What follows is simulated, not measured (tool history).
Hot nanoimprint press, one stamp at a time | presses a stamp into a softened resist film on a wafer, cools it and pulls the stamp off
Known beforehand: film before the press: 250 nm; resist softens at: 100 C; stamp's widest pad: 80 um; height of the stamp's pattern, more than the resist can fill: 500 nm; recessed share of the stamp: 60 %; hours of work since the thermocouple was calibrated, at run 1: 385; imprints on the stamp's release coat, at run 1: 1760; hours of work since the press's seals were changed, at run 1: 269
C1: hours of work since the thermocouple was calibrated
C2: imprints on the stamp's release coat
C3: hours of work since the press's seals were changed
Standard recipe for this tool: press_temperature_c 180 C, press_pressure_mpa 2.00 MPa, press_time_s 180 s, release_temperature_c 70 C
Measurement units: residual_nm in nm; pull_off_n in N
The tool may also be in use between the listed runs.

run 1 day=0.000 | press_temperature_c=180 press_pressure_mpa=2.00 press_time_s=180 release_temperature_c=70 | C1=385 C2=1760 C3=269 | residual_nm=136.8 pull_off_n=198
run 2 day=0.508 | press_temperature_c=183 press_pressure_mpa=2.00 press_time_s=180 release_temperature_c=70 | C1=391 C2=1805 C3=275 | residual_nm=121.4 pull_off_n=191
run 3 day=1.017 | press_temperature_c=183 press_pressure_mpa=2.00 press_time_s=180 release_temperature_c=70 | C1=397 C2=1850 C3=281 | residual_nm=121.6 pull_off_n=198
run 4 day=1.367 | press_temperature_c=183 press_pressure_mpa=2.00 press_time_s=180 release_temperature_c=70 | C1=401 C2=1881 C3=285 | residual_nm=122.3 pull_off_n=199
run 5 day=1.871 | press_temperature_c=183 press_pressure_mpa=2.00 press_time_s=180 release_temperature_c=70 | C1=406 C2=1925 C3=290 | residual_nm=121.0 pull_off_n=191
-- day=2.517 plate thermocouple calibrated
run 6 day=2.521 | press_temperature_c=183 press_pressure_mpa=2.00 press_time_s=180 release_temperature_c=70 | C1=0 C2=1971 C3=296 | residual_nm=129.7 pull_off_n=199
run 7 day=2.862 | press_temperature_c=183 press_pressure_mpa=2.00 press_time_s=180 release_temperature_c=70 | C1=4 C2=2001 C3=300 | residual_nm=127.3 pull_off_n=205
run 8 day=3.225 | press_temperature_c=183 press_pressure_mpa=2.00 press_time_s=180 release_temperature_c=70 | C1=8 C2=2033 C3=304 | residual_nm=128.3 pull_off_n=200
run 9 day=3.621 | press_temperature_c=183 press_pressure_mpa=2.00 press_time_s=180 release_temperature_c=70 | C1=13 C2=2068 C3=309 | residual_nm=129.8 pull_off_n=209
run 10 day=4.062 | press_temperature_c=180 press_pressure_mpa=1.59 press_time_s=106 release_temperature_c=70 | C1=18 C2=2107 C3=314 | residual_nm=176.9 pull_off_n=207
run 11 day=4.683 | press_temperature_c=180 press_pressure_mpa=2.07 press_time_s=150 release_temperature_c=70 | C1=25 C2=2162 C3=321 | residual_nm=150.0 pull_off_n=209
run 12 day=5.142 | press_temperature_c=180 press_pressure_mpa=2.00 press_time_s=282 release_temperature_c=70 | C1=30 C2=2202 C3=326 | residual_nm=120.8 pull_off_n=211
-- day=5.438 stamp cleaned and given a new release coat
run 13 day=5.879 | press_temperature_c=180 press_pressure_mpa=2.00 press_time_s=282 release_temperature_c=70 | C1=35 C2=39 C3=332 | residual_nm=119.5 pull_off_n=169
run 14 day=6.142 | press_temperature_c=180 press_pressure_mpa=2.00 press_time_s=241 release_temperature_c=70 | C1=38 C2=62 C3=335 | residual_nm=127.2 pull_off_n=172
run 15 day=6.404 | press_temperature_c=180 press_pressure_mpa=2.00 press_time_s=241 release_temperature_c=70 | C1=41 C2=86 C3=338 | residual_nm=126.2 pull_off_n=172
run 16 day=6.817 | press_temperature_c=174 press_pressure_mpa=2.18 press_time_s=180 release_temperature_c=70 | C1=46 C2=122 C3=342 | residual_nm=163.8 pull_off_n=173

How would selected steps in residual_nm from run to run divide? Give the signed amount a tool lacking its hidden state would still show from settings, what came in and random variation, and the signed amount left for the hidden state, including any gauge scatter that is not in both of the compared results.
The tool's hidden condition here consists of: true temperature over the reading, C; pressure that arrives at the usual setting, %; grip of the stamp's worn release coat, % over a new coat's; drift of the gauge itself on residual_nm, %; drift of the gauge itself on pull_off_n, %.
Run 5 -> 6: plate thermocouple calibrated. residual_nm +8.7 nm: hidden state +6.9, all else +1.8.
Run 9 -> 10: press_temperature_c 183 -> 180, press_pressure_mpa 2.00 -> 1.59, press_time_s 180 -> 106. residual_nm +47.1 nm: hidden state -0.3, all else +47.4.
